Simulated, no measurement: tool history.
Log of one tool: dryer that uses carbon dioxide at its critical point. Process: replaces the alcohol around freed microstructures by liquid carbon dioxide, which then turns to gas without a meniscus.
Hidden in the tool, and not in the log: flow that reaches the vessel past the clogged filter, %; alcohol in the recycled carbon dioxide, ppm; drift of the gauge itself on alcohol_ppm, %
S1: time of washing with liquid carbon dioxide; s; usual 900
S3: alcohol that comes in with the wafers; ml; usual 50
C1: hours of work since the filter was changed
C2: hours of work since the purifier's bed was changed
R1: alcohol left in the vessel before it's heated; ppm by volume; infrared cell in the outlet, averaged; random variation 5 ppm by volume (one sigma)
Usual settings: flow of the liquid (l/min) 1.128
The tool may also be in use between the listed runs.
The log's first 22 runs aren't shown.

{"run": 23, "hour": 558.4, "S1": 900, "flow of the liquid (l/min)": 1.128, "S3": 50, "C1": 18, "C2": 38, "R1": 51}
{"run": 24, "hour": 588.6, "S1": 1320, "flow of the liquid (l/min)": 1.48, "S3": 32, "C1": 40, "C2": 59, "R1": 28}
{"run": 25, "hour": 614.0, "S1": 1260, "flow of the liquid (l/min)": 0.88, "S3": 97, "C1": 58, "C2": 77, "R1": 58}
{"run": 26, "hour": 642.8, "S1": 1260, "flow of the liquid (l/min)": 0.88, "S3": 97, "C1": 78, "C2": 97, "R1": 71}
{"run": 27, "hour": 665.4, "S1": 1260, "flow of the liquid (l/min)": 0.88, "S3": 97, "C1": 94, "C2": 113, "R1": 75}
{"run": 28, "hour": 689.9, "S1": 1020, "flow of the liquid (l/min)": 1.128, "S3": 26, "C1": 111, "C2": 131, "R1": 48}
{"run": 29, "hour": 723.3, "S1": 780, "flow of the liquid (l/min)": 1.128, "S3": 28, "C1": 135, "C2": 154, "R1": 102}
{"run": 30, "hour": 739.1, "S1": 780, "flow of the liquid (l/min)": 1.11, "S3": 32, "C1": 146, "C2": 165, "R1": 108}
{"run": 31, "hour": 768.9, "S1": 780, "flow of the liquid (l/min)": 1.11, "S3": 32, "C1": 167, "C2": 186, "R1": 126}
{"run": 32, "hour": 804.1, "S1": 780, "flow of the liquid (l/min)": 0.96, "S3": 49, "C1": 192, "C2": 211, "R1": 285}
{"run": 33, "hour": 821.1, "S1": 600, "flow of the liquid (l/min)": 0.68, "S3": 21, "C1": 204, "C2": 223, "R1": 868}
{"run": 34, "hour": 841.3, "S1": 780, "flow of the liquid (l/min)": 0.78, "S3": 110, "C1": 218, "C2": 238, "R1": 1244}

Forecast each of these 5 alternatives for the next run:
{"run": "A", "hour": 871.6, "S1": 780, "flow of the liquid (l/min)": 0.78, "S3": 82, "C1": 240, "C2": 259, "R1": "?"}
{"run": "B", "hour": 871.6, "S1": 1320, "flow of the liquid (l/min)": 1.128, "S3": 50, "C1": 240, "C2": 259, "R1": "?"}
{"run": "C", "hour": 871.6, "S1": 900, "flow of the liquid (l/min)": 0.93, "S3": 50, "C1": 240, "C2": 259, "R1": "?"}
{"run": "D", "hour": 871.6, "S1": 720, "flow of the liquid (l/min)": 1.33, "S3": 85, "C1": 240, "C2": 259, "R1": "?"}
{"run": "E", "hour": 871.6, "S1": 1020, "flow of the liquid (l/min)": 1.62, "S3": 43, "C1": 240, "C2": 259, "R1": "?"}

run=A R1=985
run=B R1=84
run=C R1=222
run=D R1=174
run=E R1=83
Without the tool's hidden state the same runs would have given:
run=A R1=700
run=B R1=9
run=C R1=106
run=D R1=68
run=E R1=7

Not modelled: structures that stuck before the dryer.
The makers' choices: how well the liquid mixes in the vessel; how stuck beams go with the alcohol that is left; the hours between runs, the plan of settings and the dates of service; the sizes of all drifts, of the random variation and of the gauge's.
